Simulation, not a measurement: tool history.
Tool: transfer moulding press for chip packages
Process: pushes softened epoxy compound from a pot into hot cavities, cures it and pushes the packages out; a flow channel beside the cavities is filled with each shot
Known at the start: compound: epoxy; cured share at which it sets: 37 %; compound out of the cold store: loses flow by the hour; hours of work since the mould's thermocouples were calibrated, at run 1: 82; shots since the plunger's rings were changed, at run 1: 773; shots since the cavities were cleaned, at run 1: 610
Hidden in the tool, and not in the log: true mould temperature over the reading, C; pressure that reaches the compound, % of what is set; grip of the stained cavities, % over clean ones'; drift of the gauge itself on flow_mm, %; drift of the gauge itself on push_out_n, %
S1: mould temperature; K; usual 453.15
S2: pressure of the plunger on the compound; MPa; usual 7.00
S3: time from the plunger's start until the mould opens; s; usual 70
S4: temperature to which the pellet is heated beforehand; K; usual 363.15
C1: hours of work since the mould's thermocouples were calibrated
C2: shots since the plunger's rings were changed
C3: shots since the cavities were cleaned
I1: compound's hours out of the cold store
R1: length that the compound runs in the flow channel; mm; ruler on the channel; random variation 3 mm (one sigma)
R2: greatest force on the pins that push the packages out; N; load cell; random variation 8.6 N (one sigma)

run 1 hour=0.0 | S1=453.15 S2=7.00 S3=70 S4=363.15 | C1=82 C2=773 C3=610 | I1=22.9 | R1=862 R2=628
-- hour=5.2 cavities cleaned with cleaning compound and waxed
run 2 hour=22.5 | S1=453.15 S2=7.00 S3=70 S4=363.15 | C1=96 C2=1096 C3=266 | I1=30.3 | R1=826 R2=550
-- hour=52.1 cavities cleaned with cleaning compound and waxed
run 3 hour=58.0 | S1=453.15 S2=7.00 S3=70 S4=363.15 | C1=119 C2=1618 C3=90 | I1=35.5 | R1=801 R2=450
-- hour=96.0 cavities cleaned with cleaning compound and waxed
run 4 hour=100.7 | S1=453.15 S2=7.00 S3=70 S4=363.15 | C1=147 C2=2253 C3=73 | I1=8.7 | R1=883 R2=447
-- hour=141.2 cavities cleaned with cleaning compound and waxed
run 5 hour=145.0 | S1=453.15 S2=7.00 S3=70 S4=363.15 | C1=177 C2=2910 C3=59 | I1=26.4 | R1=811 R2=433
-- hour=178.0 plunger's sealing rings changed
-- hour=188.5 cavities cleaned with cleaning compound and waxed
run 6 hour=197.5 | S1=453.15 S2=5.87 S3=70 S4=363.15 | C1=210 C2=276 C3=138 | I1=11.8 | R1=829 R2=493
-- hour=235.4 cavities cleaned with cleaning compound and waxed
run 7 hour=244.1 | S1=453.15 S2=7.00 S3=83 S4=363.15 | C1=240 C2=970 C3=135 | I1=9.4 | R1=900 R2=398
run 8 hour=271.7 | S1=453.15 S2=7.00 S3=70 S4=363.15 | C1=259 C2=1394 C3=559 | I1=16.3 | R1=874 R2=645
-- hour=281.3 cavities cleaned with cleaning compound and waxed
run 9 hour=318.3 | S1=453.15 S2=7.00 S3=70 S4=369.15 | C1=290 C2=2086 C3=568 | I1=13.8 | R1=870 R2=647
-- hour=326.6 cavities cleaned with cleaning compound and waxed
run 10 hour=360.1 | S1=453.15 S2=7.00 S3=70 S4=369.15 | C1=317 C2=2707 C3=515 | I1=9.6 | R1=876 R2=634
-- hour=375.1 cavities cleaned with cleaning compound and waxed
run 11 hour=401.3 | S1=453.15 S2=7.00 S3=70 S4=363.15 | C1=345 C2=3317 C3=403 | I1=34.5 | R1=790 R2=595
-- hour=408.0 plunger's sealing rings changed
-- hour=423.5 cavities cleaned with cleaning compound and waxed
run 12 hour=453.1 | S1=453.15 S2=7.00 S3=70 S4=363.15 | C1=377 C2=670 C3=455 | I1=8.1 | R1=912 R2=630
-- hour=469.1 cavities cleaned with cleaning compound and waxed
run 13 hour=482.4 | S1=453.15 S2=7.00 S3=70 S4=353.15 | C1=396 C2=1097 C3=205 | I1=18.4 | R1=870 R2=520
-- hour=486.7 mould's thermocouples calibrated
-- hour=516.3 cavities cleaned with cleaning compound and waxed
run 14 hour=516.5 | S1=453.15 S2=7.00 S3=70 S4=353.15 | C1=19 C2=1568 C3=4 | I1=28.8 | R1=820 R2=411
-- hour=561.7 cavities cleaned with cleaning compound and waxed
run 15 hour=567.0 | S1=460.15 S2=7.00 S3=53 S4=361.15 | C1=53 C2=2320 C3=81 | I1=41.1 | R1=760 R2=541

The next listed run, before its measurement:
-- hour=601.3 mould's thermocouples calibrated, once more
-- hour=611.6 cavities cleaned with cleaning compound and waxed
run 16 hour=619.8 | S1=452.15 S2=7.00 S3=70 S4=371.15 | C1=12 C2=3079 C3=127 | I1=39.5 | R1=? R2=?

R1: 773 mm
R2: 471 N
Without the tool's hidden state the same run would have given R1 812 mm, R2 391 N.
